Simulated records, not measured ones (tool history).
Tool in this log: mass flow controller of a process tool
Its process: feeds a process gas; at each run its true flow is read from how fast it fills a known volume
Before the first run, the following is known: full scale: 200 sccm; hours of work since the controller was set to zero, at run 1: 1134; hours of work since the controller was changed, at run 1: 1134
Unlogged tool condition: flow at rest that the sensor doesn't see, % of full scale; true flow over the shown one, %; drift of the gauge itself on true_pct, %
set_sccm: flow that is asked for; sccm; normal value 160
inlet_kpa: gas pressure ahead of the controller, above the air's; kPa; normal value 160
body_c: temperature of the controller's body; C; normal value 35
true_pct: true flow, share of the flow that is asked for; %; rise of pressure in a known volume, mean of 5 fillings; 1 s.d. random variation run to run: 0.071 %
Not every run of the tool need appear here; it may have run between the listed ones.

run,hour,set_sccm,inlet_kpa,body_c,hours of work since the controller was set to zero,hours of work since the controller was changed,true_pct
1,0.0,160,160,35,1134,1134,100.56
2,57.9,160,160,35,1154,1154,100.46
3,104.5,160,160,35,1171,1171,100.37
4,176.2,160,160,35,1196,1196,100.38
5,254.0,160,160,35,1224,1224,100.10
6,289.1,26,160,35,1236,1236,98.64
7,325.4,160,160,27,1249,1249,99.53
8,377.0,160,212,27,1268,1268,99.19
9,455.8,49,160,35,1296,1296,98.60
10,508.9,49,160,35,1315,1315,98.71
11,542.9,57,160,35,1327,1327,98.73
12,598.1,57,160,35,1346,1346,98.68
13,668.6,57,160,35,1371,1371,98.53
14,733.3,57,160,35,1394,1394,98.35
15,778.3,199,168,30,1410,1410,99.59
16,826.1,199,168,30,1427,1427,99.46
17,870.4,199,168,30,1443,1443,99.28
18,916.6,160,217,35,1459,1459,98.68
19,965.3,180,160,35,1477,1477,99.50
20,1011.0,26,216,28,1493,1493,97.10
21,1060.9,28,278,35,1511,1511,96.88
22,1141.4,28,278,35,1539,1539,96.83
23,1211.4,28,278,35,1564,1564,96.83
# hour 1236.5: gauge calibrated
24,1287.7,73,278,35,1591,1591,98.58
25,1351.5,73,278,35,1614,1614,98.41
26,1384.5,73,278,35,1625,1625,98.54
27,1464.5,73,278,35,1654,1654,98.50
28,1544.2,65,259,35,1682,1682,98.41

Forecast each of these 3 alternatives for the next run:
A,1586.4,160,203,22,1697,1697,?
B,1586.4,56,226,22,1697,1697,?
C,1586.4,160,145,28,1697,1697,?

run,true_pct
A,98.82
B,97.68
C,99.75
Without the tool's hidden state the same runs would have given:
run,true_pct
A,99.27
B,98.11
C,100.20
